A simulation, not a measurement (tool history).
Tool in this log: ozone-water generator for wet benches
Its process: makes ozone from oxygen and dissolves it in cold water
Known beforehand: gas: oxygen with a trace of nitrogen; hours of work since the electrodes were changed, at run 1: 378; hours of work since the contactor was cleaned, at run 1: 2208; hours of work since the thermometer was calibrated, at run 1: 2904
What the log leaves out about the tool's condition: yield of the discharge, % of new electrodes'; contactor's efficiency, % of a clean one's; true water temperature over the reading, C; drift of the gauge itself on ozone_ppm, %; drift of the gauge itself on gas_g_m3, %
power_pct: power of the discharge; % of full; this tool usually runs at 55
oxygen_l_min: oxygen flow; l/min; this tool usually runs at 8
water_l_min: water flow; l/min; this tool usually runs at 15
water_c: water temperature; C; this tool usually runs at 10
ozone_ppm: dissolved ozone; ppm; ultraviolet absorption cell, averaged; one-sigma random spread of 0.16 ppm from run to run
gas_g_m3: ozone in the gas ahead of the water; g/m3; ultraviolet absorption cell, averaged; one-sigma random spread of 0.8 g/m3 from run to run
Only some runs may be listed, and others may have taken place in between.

| run | hour | power_pct | oxygen_l_min | water_l_min | water_c | hours of work since the electrodes were changed | hours of work since the contactor was cleaned | hours of work since the thermometer was calibrated | ozone_ppm | gas_g_m3 |
|---|---|---|---|---|---|---|---|---|---|---|
| 1 | 0 | 55 | 8 | 15 | 10 | 378 | 2208 | 2904 | 20 | 123 |
| 2 | 142.9 | 55 | 8 | 15 | 10 | 482 | 2313 | 3009 | 19.8 | 120 |
| 3 | 253.8 | 55 | 8 | 15 | 10 | 563 | 2394 | 3090 | 19.7 | 121.8 |
| 4 | 383.5 | 55 | 6.71 | 15 | 10 | 658 | 2489 | 3185 | 19.7 | 133.9 |
| 5 | 443.9 | 55 | 6.71 | 15 | 7 | 702 | 2533 | 3229 | 20.9 | 131.5 |
| 6 | 569.6 | 55 | 8 | 15 | 10 | 794 | 2625 | 3321 | 19.5 | 120.1 |
| 7 | 679.2 | 55 | 8 | 15 | 10 | 874 | 2705 | 3401 | 19.2 | 119 |
| 8 | 767.3 | 55 | 8 | 15 | 10 | 939 | 2769 | 3465 | 19.6 | 118.6 |
| 9 | 895.5 | 55 | 8 | 15 | 11 | 1032 | 2863 | 3559 | 19.1 | 118.8 |
| 10 | 1006.3 | 55 | 8 | 15 | 11 | 1113 | 2944 | 3640 | 19.1 | 119 |
| 11 | 1104.6 | 55 | 8 | 15 | 11 | 1185 | 3016 | 3712 | 18.9 | 117.8 |
| 12 | 1206 | 43 | 8 | 15 | 10 | 1259 | 3090 | 3786 | 16 | 97.5 |
|  | 1217 | water thermometer calibrated |
| 13 | 1272 | 50 | 8 | 15 | 7 | 1307 | 3138 | 40 | 18.6 | 108.2 |
| 14 | 1361.5 | 55 | 8 | 15 | 8 | 1373 | 3203 | 106 | 19.8 | 117.5 |
| 15 | 1465.4 | 55 | 8 | 15 | 8 | 1449 | 3279 | 182 | 19.7 | 117 |
| 16 | 1584.5 | 46 | 7.52 | 11 | 6 | 1536 | 3366 | 269 | 21.7 | 105.8 |
|  | 1637.8 | water thermometer calibrated, once more |
| 17 | 1692.9 | 46 | 7.52 | 11 | 6 | 1614 | 3445 | 40 | 21.6 | 104.5 |
| 18 | 1763.2 | 46 | 13.34 | 11 | 7 | 1666 | 3496 | 92 | 18.5 | 77.1 |
| 19 | 1873.8 | 76 | 8.74 | 24 | 11 | 1747 | 3577 | 173 | 16.8 | 140.4 |
| 20 | 1987.7 | 90 | 4.56 | 23 | 10 | 1830 | 3661 | 256 | 19.6 | 228.3 |
| 21 | 2093.7 | 90 | 4.56 | 23 | 10 | 1907 | 3738 | 333 | 19.6 | 230.6 |

4 ways to go on from here, each from the tool as it stands after run 21. What would each give?
| A | 2158.5 | 90 | 4.56 | 23 | 6 | 1955 | 3785 | 381 | ? | ? |
| B | 2158.5 | 55 | 8 | 15 | 10 | 1955 | 3785 | 381 | ? | ? |
| C | 2158.5 | 55 | 8 | 15 | 7 | 1955 | 3785 | 381 | ? | ? |
| D | 2158.5 | 73 | 12.84 | 18 | 10 | 1955 | 3785 | 381 | ? | ? |

| run | ozone_ppm | gas_g_m3 |
|---|---|---|
| A | 20.5 | 228.7 |
| B | 18.8 | 114.4 |
| C | 19.6 | 115.4 |
| D | 19.1 | 110.5 |
With the hidden condition removed and each run's random variation left untouched, the same runs would have given:
| run | ozone_ppm | gas_g_m3 |
|---|---|---|
| A | 23.5 | 254.8 |
| B | 20.7 | 123.1 |
| C | 21.6 | 124.1 |
| D | 21.5 | 121.2 |
